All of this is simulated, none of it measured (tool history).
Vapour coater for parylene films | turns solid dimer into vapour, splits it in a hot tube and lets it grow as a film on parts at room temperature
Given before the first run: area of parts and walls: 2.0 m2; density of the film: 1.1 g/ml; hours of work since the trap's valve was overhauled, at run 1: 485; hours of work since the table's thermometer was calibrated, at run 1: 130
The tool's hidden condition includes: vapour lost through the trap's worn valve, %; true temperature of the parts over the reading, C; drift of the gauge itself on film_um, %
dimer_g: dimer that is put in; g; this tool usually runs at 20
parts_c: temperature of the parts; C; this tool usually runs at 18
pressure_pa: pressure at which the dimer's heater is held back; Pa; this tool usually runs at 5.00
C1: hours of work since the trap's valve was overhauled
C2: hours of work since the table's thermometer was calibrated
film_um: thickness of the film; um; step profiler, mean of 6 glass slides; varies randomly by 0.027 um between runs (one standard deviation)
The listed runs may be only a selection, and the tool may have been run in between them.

Run 1, hour 0.0: usual settings; C1 485; C2 130. Result: film_um 4.59 um.
Run 2, hour 11.6: usual settings but parts_c 25 C; C1 492; C2 137. Result: film_um 3.26 um.
Run 3, hour 23.9: usual settings but parts_c 25 C; C1 500; C2 144. Result: film_um 3.28 um.
Run 4, hour 33.2: usual settings but parts_c 25 C; C1 505; C2 149. Result: film_um 3.28 um.
Run 5, hour 50.2: usual settings but parts_c 25 C; C1 515; C2 160. Result: film_um 3.30 um.
Run 6, hour 67.2: usual settings but parts_c 25 C; C1 525; C2 170. Result: film_um 3.26 um.
Run 7, hour 83.0: usual settings but parts_c 12 C; C1 535; C2 179. Result: film_um 6.07 um.
Run 8, hour 90.6: usual settings but parts_c 12 C; C1 539; C2 184. Result: film_um 6.08 um.
Run 9, hour 100.7: usual settings but parts_c 12 C; C1 545; C2 190. Result: film_um 6.15 um.
Run 10, hour 117.1: usual settings but parts_c 12 C; C1 555; C2 199. Result: film_um 6.07 um.
Run 11, hour 124.0: usual settings but pressure_pa 2.09 Pa; C1 559; C2 203. Result: film_um 5.62 um.
Run 12, hour 134.8: usual settings but parts_c 25 C, pressure_pa 3.12 Pa; C1 566; C2 210. Result: film_um 3.65 um.
Run 13, hour 148.0: usual settings but parts_c 17 C, pressure_pa 7.24 Pa; C1 573; C2 218. Result: film_um 4.34 um.
Run 14, hour 155.9: usual settings but dimer_g 13 g, parts_c 13 C, pressure_pa 2.79 Pa; C1 578; C2 222. Result: film_um 4.33 um.
Run 15, hour 170.7: usual settings but dimer_g 12 g, parts_c 14 C, pressure_pa 4.87 Pa; C1 587; C2 231. Result: film_um 3.34 um.
Run 16, hour 182.9: usual settings but dimer_g 12 g, parts_c 14 C, pressure_pa 5.63 Pa; C1 594; C2 238. Result: film_um 3.23 um.
Run 17, hour 194.3: usual settings but dimer_g 12 g, parts_c 14 C, pressure_pa 5.63 Pa; C1 601; C2 245. Result: film_um 3.19 um.
Run 18, hour 210.4: usual settings but dimer_g 12 g, parts_c 12 C; C1 610; C2 255. Result: film_um 3.58 um.
Run 19, hour 225.0: usual settings but dimer_g 11 g, parts_c 21 C, pressure_pa 3.04 Pa; C1 619; C2 263. Result: film_um 2.40 um.
At hour 239.9: trap's valve overhauled.
Run 20, hour 242.1: usual settings but dimer_g 13 g, parts_c 24 C, pressure_pa 4.03 Pa; C1 1; C2 271. Result: film_um 2.54 um.
Run 21, hour 252.0: usual settings but dimer_g 13 g, parts_c 24 C, pressure_pa 4.03 Pa; C1 7; C2 277. Result: film_um 2.54 um.
Run 22, hour 261.4: usual settings but dimer_g 13 g, parts_c 24 C, pressure_pa 4.03 Pa; C1 13; C2 283. Result: film_um 2.55 um.

Same runs, no hidden state in the tool, same run-to-run variation:
run  film_um
  1     4.92
  2     3.50
  3     3.52
  4     3.52
  5     3.55
  6     3.51
  7     6.54
  8     6.56
  9     6.64
 10     6.56
 11     6.08
 12     3.95
 13     4.71
 14     4.69
 15     3.63
 16     3.51
 17     3.47
 18     3.90
 19     2.62
 20     2.53
 21     2.54
 22     2.54
